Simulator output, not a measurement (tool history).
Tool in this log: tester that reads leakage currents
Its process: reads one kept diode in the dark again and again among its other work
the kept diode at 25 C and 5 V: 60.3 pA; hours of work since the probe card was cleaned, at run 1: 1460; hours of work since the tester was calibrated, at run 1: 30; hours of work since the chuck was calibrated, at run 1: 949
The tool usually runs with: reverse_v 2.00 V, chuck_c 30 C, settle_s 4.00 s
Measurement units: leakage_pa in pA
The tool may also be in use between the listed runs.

| run | hour | reverse_v | chuck_c | settle_s | hours of work since the probe card was cleaned | hours of work since the tester was calibrated | hours of work since the chuck was calibrated | leakage_pa |
|---|---|---|---|---|---|---|---|---|
| 1 | 0.0 | 2.00 | 30 | 4.00 | 1460 | 30 | 949 | 69.03 |
| 2 | 23.0 | 2.00 | 30 | 4.00 | 1478 | 47 | 967 | 68.88 |
| 3 | 59.2 | 2.00 | 30 | 4.00 | 1506 | 75 | 995 | 69.44 |
|  | 85.2 | probe card cleaned and baked |
| 4 | 94.3 | 2.00 | 30 | 4.00 | 7 | 100 | 1019 | 65.06 |
| 5 | 120.3 | 2.00 | 30 | 4.00 | 27 | 120 | 1039 | 65.61 |
| 6 | 157.3 | 2.00 | 30 | 4.00 | 55 | 148 | 1068 | 65.55 |
| 7 | 202.8 | 2.00 | 30 | 4.00 | 90 | 183 | 1103 | 65.79 |
| 8 | 244.2 | 2.00 | 30 | 4.00 | 122 | 215 | 1134 | 66.33 |
| 9 | 269.1 | 2.00 | 30 | 4.00 | 141 | 234 | 1153 | 66.13 |
| 10 | 316.0 | 2.00 | 30 | 4.00 | 177 | 270 | 1189 | 66.53 |
| 11 | 350.6 | 2.00 | 30 | 4.00 | 203 | 296 | 1216 | 66.44 |
| 12 | 397.8 | 2.00 | 22 | 4.00 | 240 | 332 | 1252 | 37.34 |
| 13 | 438.4 | 2.00 | 22 | 4.00 | 271 | 363 | 1283 | 37.42 |
| 14 | 484.5 | 2.00 | 22 | 4.00 | 306 | 399 | 1318 | 37.69 |
| 15 | 505.3 | 2.00 | 30 | 4.00 | 322 | 415 | 1334 | 67.17 |
| 16 | 539.9 | 2.00 | 30 | 4.00 | 349 | 441 | 1361 | 67.60 |
| 17 | 584.1 | 2.00 | 30 | 4.00 | 383 | 475 | 1395 | 67.61 |
| 18 | 617.5 | 2.00 | 30 | 4.00 | 408 | 501 | 1420 | 67.95 |
| 19 | 646.1 | 2.00 | 30 | 4.00 | 430 | 523 | 1442 | 67.82 |
| 20 | 670.6 | 2.00 | 59 | 4.00 | 449 | 541 | 1461 | 448.97 |
|  | 676.6 | chuck's temperature calibrated |
| 21 | 720.6 | 1.03 | 43 | 2.73 | 486 | 578 | 34 | 132.19 |
| 22 | 768.1 | 13.99 | 43 | 1.03 | 522 | 615 | 70 | 381.08 |
| 23 | 812.2 | 13.99 | 43 | 1.03 | 556 | 648 | 104 | 382.43 |
| 24 | 838.4 | 13.99 | 43 | 1.03 | 576 | 669 | 124 | 383.15 |
|  | 852.6 | chuck's temperature calibrated, once more |
| 25 | 886.9 | 5.23 | 43 | 0.87 | 612 | 704 | 26 | 224.39 |
| 26 | 934.6 | 5.23 | 43 | 0.87 | 648 | 741 | 63 | 225.22 |
| 27 | 970.6 | 1.67 | 31 | 3.64 | 676 | 768 | 90 | 62.73 |
| 28 | 1002.7 | 5.02 | 47 | 4.00 | 700 | 793 | 115 | 284.10 |
| 29 | 1045.2 | 16.74 | 21 | 4.00 | 733 | 826 | 148 | 89.34 |
| 30 | 1080.3 | 2.03 | 34 | 4.00 | 760 | 852 | 175 | 84.51 |
| 31 | 1106.3 | 2.03 | 34 | 4.00 | 780 | 872 | 194 | 84.01 |
| 32 | 1151.7 | 2.03 | 34 | 4.00 | 815 | 907 | 229 | 84.71 |
| 33 | 1195.7 | 2.03 | 42 | 1.66 | 848 | 941 | 263 | 144.63 |
| 34 | 1234.0 | 2.03 | 42 | 1.66 | 878 | 970 | 292 | 145.50 |
| 35 | 1281.1 | 2.03 | 42 | 1.66 | 914 | 1006 | 329 | 145.27 |
| 36 | 1311.6 | 2.03 | 42 | 1.66 | 937 | 1030 | 352 | 145.71 |
| 37 | 1340.0 | 2.03 | 42 | 1.66 | 959 | 1052 | 374 | 146.54 |
| 38 | 1363.2 | 10.05 | 41 | 1.66 | 977 | 1069 | 391 | 265.07 |
| 39 | 1409.0 | 1.60 | 58 | 0.65 | 1012 | 1104 | 427 | 364.60 |

Across each entry between runs, compare the hidden state at the last listed run before it with the hidden state at the first listed run after it:
In the gap between runs 3 and 4: probe card cleaned and baked (hour 85.2)
  stray current of the dirty probe card, pA a volt: 2.1 -> 0.03; current scale over the true one, %: -0.03 -> -0.05; true chuck temperature over the reading, C: 0.91 -> 0.93
  difference, measured minus the result without the unlogged condition, leakage_pa: +8.28 -> +4.22 pA
In the gap between runs 20 and 21: chuck's temperature calibrated (hour 676.6)
  stray current of the dirty probe card, pA a volt: 0.597 -> 0.646; current scale over the true one, %: -0.47 -> -0.5; true chuck temperature over the reading, C: 1.34 -> 2.05
  difference, measured minus the result without the unlogged condition, leakage_pa: +33.89 -> +16.76 pA
In the gap between runs 24 and 25: chuck's temperature calibrated, once more (hour 852.6)
  stray current of the dirty probe card, pA a volt: 0.763 -> 0.811; current scale over the true one, %: -0.58 -> -0.61; true chuck temperature over the reading, C: 2.14 -> 0.02
  difference, measured minus the result without the unlogged condition, leakage_pa: +56.98 -> +3.09 pA

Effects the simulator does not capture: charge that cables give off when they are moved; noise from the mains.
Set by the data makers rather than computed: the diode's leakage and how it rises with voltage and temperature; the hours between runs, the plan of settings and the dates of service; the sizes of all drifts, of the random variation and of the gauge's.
